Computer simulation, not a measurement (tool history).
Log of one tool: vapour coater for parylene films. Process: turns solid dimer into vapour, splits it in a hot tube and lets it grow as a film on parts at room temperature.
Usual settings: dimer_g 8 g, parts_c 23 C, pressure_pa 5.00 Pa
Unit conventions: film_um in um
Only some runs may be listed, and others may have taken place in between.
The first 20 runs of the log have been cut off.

run     day  dimer_g  parts_c  pressure_pa  hours of work since the trap's valve was overhauled  hours of work since the table's thermometer was calibrated  film_um
 21  17.946        5       17         3.88                                                  103                                                         500     4.86
 22  18.808        5       23         2.27                                                  117                                                         513     4.23
 23  19.375        5       30         2.27                                                  126                                                         522     3.12
 24  20.312        5       31         4.78                                                  140                                                         537     2.53
 25  21.275        8       35         7.71                                                  156                                                         552     3.00
 26  22.229        3       19         5.00                                                  171                                                         567     2.51
 27  23.075        5       31         7.18                                                  184                                                         580     2.24
 28  24.000       12       31         7.63                                                  198                                                         595     5.34
 29  24.625       11       31         7.30                                                  208                                                         605     4.92
 30  25.521       11       31         7.30                                                  222                                                         619     4.97
 31  26.238       11       31         7.30                                                  234                                                         630     4.89
 32  26.850        5       34         5.11                                                  243                                                         640     2.11
 33  27.625        5       34         5.11                                                  255                                                         652     2.13
 34  28.667        8       26         5.00                                                  272                                                         668     4.87
 35  29.379        8       26         5.00                                                  283                                                         680     4.80
 36  30.300        6       19         5.00                                                  297                                                         694     4.90

4 ways to go on from here, each from the tool as it stands after run 36. What would each give?
  A  30.867       11       16         5.00                                                  306                                                         703        ?
  B  30.867        8       23         2.89                                                  306                                                         703        ?
  C  30.867        8       23         3.01                                                  306                                                         703        ?
  D  30.867        9       31         5.00                                                  306                                                         703        ?

run  film_um
  A    10.14
  B     6.23
  C     6.17
  D     4.33
Stripped of hidden state, with their random variation kept, the same runs would have yielded:
run  film_um
  A    10.61
  B     6.52
  C     6.46
  D     4.53

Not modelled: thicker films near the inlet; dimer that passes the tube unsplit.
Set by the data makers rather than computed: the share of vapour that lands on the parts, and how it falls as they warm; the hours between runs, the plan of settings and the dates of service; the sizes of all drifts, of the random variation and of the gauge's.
